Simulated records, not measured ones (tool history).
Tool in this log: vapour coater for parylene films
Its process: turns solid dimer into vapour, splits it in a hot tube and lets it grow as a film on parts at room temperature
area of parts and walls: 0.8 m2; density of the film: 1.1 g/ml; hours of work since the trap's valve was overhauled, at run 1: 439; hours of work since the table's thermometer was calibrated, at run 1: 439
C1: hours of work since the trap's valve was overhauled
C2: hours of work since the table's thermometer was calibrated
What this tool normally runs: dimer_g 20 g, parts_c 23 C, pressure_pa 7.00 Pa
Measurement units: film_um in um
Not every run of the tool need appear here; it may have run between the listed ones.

Run 1, day 0.000: usual settings; C1 439; C2 439. Result: film_um 9.88 um.
Run 2, day 2.129: usual settings; C1 483; C2 483. Result: film_um 9.90 um.
Run 3, day 5.188: usual settings; C1 546; C2 546. Result: film_um 9.90 um.
Run 4, day 8.792: usual settings; C1 621; C2 621. Result: film_um 9.92 um.
Run 5, day 11.525: usual settings but pressure_pa 2.05 Pa; C1 677; C2 677. Result: film_um 10.88 um.
At day 12.492: trap's valve overhauled.
Run 6, day 15.038: usual settings but dimer_g 36 g; C1 53; C2 746. Result: film_um 18.61 um.
Run 7, day 17.125: usual settings; C1 96; C2 789. Result: film_um 10.17 um.
Run 8, day 19.775: usual settings; C1 150; C2 844. Result: film_um 10.10 um.
Run 9, day 22.975: usual settings; C1 216; C2 910. Result: film_um 10.21 um.
Run 10, day 25.058: usual settings; C1 259; C2 953. Result: film_um 9.97 um.
Run 11, day 27.154: usual settings; C1 303; C2 996. Result: film_um 9.94 um.
Run 12, day 29.371: usual settings but dimer_g 10 g; C1 348; C2 1042. Result: film_um 5.07 um.
Run 13, day 32.804: usual settings but dimer_g 10 g; C1 419; C2 1113. Result: film_um 4.93 um.
Run 14, day 35.312: usual settings; C1 471; C2 1165. Result: film_um 9.84 um.
Run 15, day 38.758: usual settings; C1 542; C2 1236. Result: film_um 9.85 um.
Run 16, day 40.733: usual settings; C1 583; C2 1276. Result: film_um 9.73 um.
Run 17, day 44.325: usual settings but dimer_g 13 g; C1 657; C2 1351. Result: film_um 6.22 um.
At day 46.304: trap's valve overhauled.
Run 18, day 47.042: usual settings but dimer_g 13 g; C1 15; C2 1403. Result: film_um 6.57 um.
Run 19, day 50.408: usual settings but dimer_g 13 g; C1 85; C2 1473. Result: film_um 6.49 um.
Run 20, day 52.321: usual settings but dimer_g 13 g; C1 124; C2 1512. Result: film_um 6.61 um.
At day 52.650: table's thermometer calibrated.
Run 21, day 54.842: usual settings but dimer_g 13 g; C1 175; C2 45. Result: film_um 6.45 um.
Run 22, day 57.108: usual settings but dimer_g 13 g; C1 222; C2 92. Result: film_um 6.36 um.
Run 23, day 59.017: usual settings but dimer_g 33 g; C1 261; C2 131. Result: film_um 16.12 um.
Run 24, day 60.762: usual settings but pressure_pa 2.95 Pa; C1 297; C2 167. Result: film_um 10.42 um.
Run 25, day 63.567: usual settings but dimer_g 16 g, parts_c 17 C, pressure_pa 3.41 Pa; C1 355; C2 225. Result: film_um 10.92 um.
Run 26, day 67.254: usual settings but dimer_g 16 g, parts_c 17 C, pressure_pa 3.41 Pa; C1 431; C2 301. Result: film_um 10.87 um.
Run 27, day 70.946: usual settings but dimer_g 16 g, parts_c 17 C, pressure_pa 3.41 Pa; C1 508; C2 378. Result: film_um 10.72 um.
At day 73.362: table's thermometer calibrated, once more.
Run 28, day 74.471: usual settings but dimer_g 15 g, parts_c 18 C, pressure_pa 7.59 Pa; C1 579; C2 23. Result: film_um 9.52 um.
Run 29, day 77.133: usual settings but dimer_g 35 g, parts_c 18 C, pressure_pa 7.59 Pa; C1 634; C2 78. Result: film_um 21.56 um.
Run 30, day 79.362: usual settings but dimer_g 19 g, parts_c 18 C, pressure_pa 6.04 Pa; C1 680; C2 124. Result: film_um 12.26 um.
At day 80.196: trap's valve overhauled.
Run 31, day 82.596: usual settings but dimer_g 8 g, parts_c 18 C, pressure_pa 6.73 Pa; C1 50; C2 187. Result: film_um 5.37 um.
Run 32, day 84.633: usual settings but pressure_pa 2.30 Pa; C1 92; C2 229. Result: film_um 11.57 um.

What will run 33 give?
Run 33, day 86.271: usual settings but dimer_g 8 g, parts_c 28 C, pressure_pa 4.49 Pa; C1 125; C2 263. Result: film_um ?.

{"run 33": {"film_um": 3.37}}
Without the tool's hidden state the same run would have given film_um 3.38 um.

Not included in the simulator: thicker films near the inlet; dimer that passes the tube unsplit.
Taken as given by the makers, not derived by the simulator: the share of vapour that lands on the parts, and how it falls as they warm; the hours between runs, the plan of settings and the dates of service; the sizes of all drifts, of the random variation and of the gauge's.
